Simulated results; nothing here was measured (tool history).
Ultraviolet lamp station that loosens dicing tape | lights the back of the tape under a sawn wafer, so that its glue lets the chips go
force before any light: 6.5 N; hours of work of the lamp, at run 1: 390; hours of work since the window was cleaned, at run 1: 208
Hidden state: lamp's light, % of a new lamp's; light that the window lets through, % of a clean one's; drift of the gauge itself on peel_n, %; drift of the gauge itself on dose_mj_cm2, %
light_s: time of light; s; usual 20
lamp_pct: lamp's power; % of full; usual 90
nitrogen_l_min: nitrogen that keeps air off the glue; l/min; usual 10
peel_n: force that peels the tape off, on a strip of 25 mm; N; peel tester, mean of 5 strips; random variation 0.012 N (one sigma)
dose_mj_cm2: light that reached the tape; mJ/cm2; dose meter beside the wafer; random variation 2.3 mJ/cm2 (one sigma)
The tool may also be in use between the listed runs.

| run | hour | light_s | lamp_pct | nitrogen_l_min | hours of work of the lamp | hours of work since the window was cleaned | peel_n | dose_mj_cm2 |
|---|---|---|---|---|---|---|---|---|
| 1 | 0 | 20 | 90 | 10 | 390 | 208 | 0.772 | 195 |
| 2 | 5.7 | 20 | 90 | 10 | 395 | 212 | 0.765 | 198 |
| 3 | 17.4 | 20 | 90 | 10 | 403 | 221 | 0.792 | 198 |
| 4 | 29.5 | 20 | 90 | 10 | 412 | 230 | 0.79 | 199 |
| 5 | 40.5 | 20 | 90 | 7 | 421 | 238 | 1.062 | 195 |
| 6 | 48 | 20 | 66 | 7 | 426 | 244 | 1.638 | 136 |
| 7 | 55.9 | 20 | 90 | 10 | 432 | 250 | 0.794 | 196 |
| 8 | 67.2 | 22 | 90 | 10 | 441 | 258 | 0.668 | 212 |
| 9 | 73.1 | 20 | 90 | 5 | 445 | 263 | 1.327 | 194 |
| 10 | 84.5 | 20 | 90 | 5 | 453 | 271 | 1.299 | 192 |
| 11 | 97.5 | 20 | 90 | 5 | 463 | 281 | 1.398 | 191 |
| 12 | 103.3 | 23 | 90 | 10 | 468 | 285 | 0.631 | 218 |
| 13 | 113.1 | 23 | 90 | 10 | 475 | 293 | 0.642 | 219 |
| 14 | 125.9 | 20 | 90 | 10 | 484 | 302 | 0.808 | 189 |
| 15 | 135 | 20 | 90 | 10 | 491 | 309 | 0.828 | 193 |
| 16 | 145.4 | 20 | 90 | 10 | 499 | 317 | 0.829 | 186 |
| 17 | 158.4 | 20 | 90 | 10 | 509 | 326 | 0.844 | 186 |
| 18 | 171.7 | 29 | 90 | 10 | 519 | 336 | 0.371 | 268 |
| 19 | 183.1 | 29 | 90 | 10 | 527 | 345 | 0.386 | 270 |
| 20 | 189 | 29 | 90 | 10 | 531 | 349 | 0.399 | 269 |
| 21 | 196.7 | 29 | 90 | 10 | 537 | 355 | 0.387 | 267 |
|  | 205.3 | window cleaned of glue's vapour |
| 22 | 205.9 | 20 | 90 | 10 | 544 | 0 | 0.75 | 202 |
| 23 | 219.8 | 12 | 75 | 6 | 554 | 11 | 2.623 | 98 |
| 24 | 233.5 | 12 | 75 | 5 | 564 | 21 | 2.843 | 97 |
| 25 | 240 | 12 | 84 | 5 | 569 | 26 | 2.532 | 107 |
| 26 | 250.3 | 12 | 84 | 5 | 577 | 34 | 2.634 | 113 |
| 27 | 262.8 | 12 | 84 | 5 | 586 | 43 | 2.517 | 107 |
| 28 | 274.5 | 11 | 90 | 10 | 595 | 52 | 1.987 | 104 |
| 29 | 283.5 | 35 | 90 | 3 | 602 | 58 | 0.73 | 338 |
| 30 | 292.3 | 15 | 61 | 10 | 608 | 65 | 2.124 | 98 |
| 31 | 298.8 | 20 | 65 | 4 | 613 | 70 | 2.32 | 141 |
| 32 | 308 | 20 | 65 | 4 | 620 | 77 | 2.253 | 138 |
| 33 | 314.6 | 20 | 65 | 4 | 625 | 82 | 2.289 | 139 |
| 34 | 327.2 | 20 | 65 | 4 | 634 | 91 | 2.277 | 141 |
| 35 | 339.4 | 11 | 65 | 9 | 643 | 100 | 2.962 | 77 |
| 36 | 345.4 | 11 | 64 | 13 | 648 | 105 | 2.574 | 76 |
| 37 | 358.6 | 11 | 64 | 13 | 658 | 114 | 2.492 | 73 |
| 38 | 369 | 10 | 95 | 3 | 665 | 122 | 3.429 | 100 |
| 39 | 382.8 | 14 | 90 | 10 | 676 | 132 | 1.513 | 134 |
| 40 | 389.2 | 20 | 99 | 10 | 680 | 137 | 0.696 | 203 |
| 41 | 400.3 | 20 | 90 | 7 | 689 | 146 | 1.12 | 186 |
| 42 | 409.5 | 20 | 90 | 7 | 696 | 152 | 1.102 | 187 |
| 43 | 423.2 | 20 | 90 | 7 | 706 | 163 | 1.13 | 187 |

Measured less the same run without the tool's hidden state. The same run-to-run variation is in both; the gauge's scatter may not be:
| run | peel_n | dose_mj_cm2 |
|---|---|---|
| 1 | +0.203 | -32 |
| 2 | +0.204 | -32 |
| 3 | +0.215 | -33 |
| 4 | +0.223 | -33 |
| 5 | +0.277 | -34 |
| 6 | +0.343 | -25 |
| 7 | +0.233 | -36 |
| 8 | +0.207 | -40 |
| 9 | +0.329 | -36 |
| 10 | +0.328 | -37 |
| 11 | +0.361 | -38 |
| 12 | +0.211 | -44 |
| 13 | +0.219 | -46 |
| 14 | +0.268 | -40 |
| 15 | +0.273 | -41 |
| 16 | +0.281 | -41 |
| 17 | +0.288 | -43 |
| 18 | +0.147 | -63 |
| 19 | +0.152 | -64 |
| 20 | +0.16 | -65 |
| 21 | +0.153 | -65 |
| 22 | +0.182 | -28 |
| 23 | +0.319 | -15 |
| 24 | +0.333 | -15 |
| 25 | +0.334 | -17 |
| 26 | +0.353 | -18 |
| 27 | +0.347 | -18 |
| 28 | +0.356 | -18 |
| 29 | +0.209 | -60 |
| 30 | +0.37 | -17 |
| 31 | +0.394 | -25 |
| 32 | +0.388 | -26 |
| 33 | +0.401 | -26 |
| 34 | +0.406 | -27 |
| 35 | +0.436 | -15 |
| 36 | +0.43 | -15 |
| 37 | +0.425 | -15 |
| 38 | +0.446 | -21 |
| 39 | +0.399 | -29 |
| 40 | +0.243 | -45 |
| 41 | +0.346 | -42 |
| 42 | +0.349 | -43 |
| 43 | +0.362 | -44 |

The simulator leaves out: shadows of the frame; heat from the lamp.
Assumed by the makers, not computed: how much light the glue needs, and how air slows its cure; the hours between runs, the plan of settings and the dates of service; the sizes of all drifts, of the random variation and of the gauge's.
